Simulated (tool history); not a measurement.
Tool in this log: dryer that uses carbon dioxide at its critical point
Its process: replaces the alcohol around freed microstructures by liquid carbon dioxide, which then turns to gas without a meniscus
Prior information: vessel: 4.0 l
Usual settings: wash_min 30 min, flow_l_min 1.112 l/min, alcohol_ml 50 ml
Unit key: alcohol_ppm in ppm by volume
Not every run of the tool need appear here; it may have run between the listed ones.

{"run": 1, "day": 0.0, "wash_min": 30, "flow_l_min": 1.112, "alcohol_ml": 50, "alcohol_ppm": 110}
{"run": 2, "day": 0.296, "wash_min": 30, "flow_l_min": 1.112, "alcohol_ml": 50, "alcohol_ppm": 110}
{"run": 3, "day": 0.621, "wash_min": 24, "flow_l_min": 1.112, "alcohol_ml": 50, "alcohol_ppm": 133}
{"run": 4, "day": 1.067, "wash_min": 24, "flow_l_min": 1.112, "alcohol_ml": 50, "alcohol_ppm": 139}
{"run": 5, "day": 1.442, "wash_min": 24, "flow_l_min": 1.112, "alcohol_ml": 50, "alcohol_ppm": 145}
{"run": 6, "day": 1.742, "wash_min": 24, "flow_l_min": 0.74, "alcohol_ml": 50, "alcohol_ppm": 349}
{"run": 7, "day": 2.208, "wash_min": 24, "flow_l_min": 1.41, "alcohol_ml": 50, "alcohol_ppm": 118}
{"run": 8, "day": 2.562, "wash_min": 24, "flow_l_min": 1.41, "alcohol_ml": 50, "alcohol_ppm": 125}
{"run": 9, "day": 3.125, "wash_min": 24, "flow_l_min": 1.41, "alcohol_ml": 50, "alcohol_ppm": 129}
{"run": 10, "day": 3.583, "wash_min": 24, "flow_l_min": 1.41, "alcohol_ml": 50, "alcohol_ppm": 121}
{"run": 11, "day": 4.092, "wash_min": 19, "flow_l_min": 1.112, "alcohol_ml": 50, "alcohol_ppm": 234}
{"run": 12, "day": 4.617, "wash_min": 30, "flow_l_min": 1.112, "alcohol_ml": 50, "alcohol_ppm": 134}
{"run": 13, "day": 5.238, "wash_min": 30, "flow_l_min": 1.112, "alcohol_ml": 50, "alcohol_ppm": 145}
{"run": 14, "day": 5.783, "wash_min": 30, "flow_l_min": 1.112, "alcohol_ml": 50, "alcohol_ppm": 136}
{"run": 15, "day": 6.438, "wash_min": 30, "flow_l_min": 1.112, "alcohol_ml": 50, "alcohol_ppm": 150}
{"run": 16, "day": 6.808, "wash_min": 30, "flow_l_min": 1.112, "alcohol_ml": 50, "alcohol_ppm": 146}
{"run": 17, "day": 7.346, "wash_min": 30, "flow_l_min": 1.112, "alcohol_ml": 50, "alcohol_ppm": 158}
{"run": 18, "day": 7.642, "wash_min": 34, "flow_l_min": 0.96, "alcohol_ml": 20, "alcohol_ppm": 152}
{"run": 19, "day": 8.208, "wash_min": 34, "flow_l_min": 0.96, "alcohol_ml": 113, "alcohol_ppm": 182}
{"run": 20, "day": 8.729, "wash_min": 34, "flow_l_min": 0.96, "alcohol_ml": 113, "alcohol_ppm": 175}
{"run": 21, "day": 9.2, "wash_min": 30, "flow_l_min": 1.112, "alcohol_ml": 87, "alcohol_ppm": 166}
{"run": 22, "day": 9.817, "wash_min": 30, "flow_l_min": 1.112, "alcohol_ml": 87, "alcohol_ppm": 177}
{"run": 23, "day": 10.246, "wash_min": 43, "flow_l_min": 1.8, "alcohol_ml": 35, "alcohol_ppm": 157}
{"run": 24, "day": 10.846, "wash_min": 43, "flow_l_min": 1.8, "alcohol_ml": 35, "alcohol_ppm": 154}
{"run": 25, "day": 11.525, "wash_min": 32, "flow_l_min": 1.112, "alcohol_ml": 50, "alcohol_ppm": 167}
{"run": 26, "day": 11.933, "wash_min": 30, "flow_l_min": 0.94, "alcohol_ml": 23, "alcohol_ppm": 182}
{"run": 27, "day": 12.388, "wash_min": 21, "flow_l_min": 1.45, "alcohol_ml": 23, "alcohol_ppm": 172}
{"run": 28, "day": 12.871, "wash_min": 22, "flow_l_min": 1.0, "alcohol_ml": 62, "alcohol_ppm": 354}
{"run": 29, "day": 13.246, "wash_min": 25, "flow_l_min": 0.7, "alcohol_ml": 22, "alcohol_ppm": 334}
{"run": 30, "day": 13.871, "wash_min": 19, "flow_l_min": 0.7, "alcohol_ml": 113, "alcohol_ppm": 2141}
{"run": 31, "day": 14.438, "wash_min": 19, "flow_l_min": 0.7, "alcohol_ml": 113, "alcohol_ppm": 2185}
{"run": 32, "day": 14.804, "wash_min": 27, "flow_l_min": 1.74, "alcohol_ml": 50, "alcohol_ppm": 185}
{"day": 15.462, "done": "inlet filter changed"}
{"run": 33, "day": 15.504, "wash_min": 23, "flow_l_min": 1.112, "alcohol_ml": 34, "alcohol_ppm": 203}

The same runs without the tool's hidden state, with the same run-to-run variation:
Hidden state present: flow that reaches the vessel past the clogged filter, %; alcohol in the recycled carbon dioxide, ppm; drift of the gauge itself on alcohol_ppm, %.
run=1 alcohol_ppm=14
run=2 alcohol_ppm=14
run=3 alcohol_ppm=32
run=4 alcohol_ppm=38
run=5 alcohol_ppm=38
run=6 alcohol_ppm=220
run=7 alcohol_ppm=11
run=8 alcohol_ppm=15
run=9 alcohol_ppm=18
run=10 alcohol_ppm=8
run=11 alcohol_ppm=95
run=12 alcohol_ppm=15
run=13 alcohol_ppm=18
run=14 alcohol_ppm=5
run=15 alcohol_ppm=13
run=16 alcohol_ppm=11
run=17 alcohol_ppm=14
run=18 alcohol_ppm=16
run=19 alcohol_ppm=24
run=20 alcohol_ppm=17
run=21 alcohol_ppm=14
run=22 alcohol_ppm=16
run=23 alcohol_ppm=5
run=24 alcohol_ppm=0
run=25 alcohol_ppm=2
run=26 alcohol_ppm=11
run=27 alcohol_ppm=4
run=28 alcohol_ppm=104
run=29 alcohol_ppm=104
run=30 alcohol_ppm=1332
run=31 alcohol_ppm=1337
run=32 alcohol_ppm=10
run=33 alcohol_ppm=23
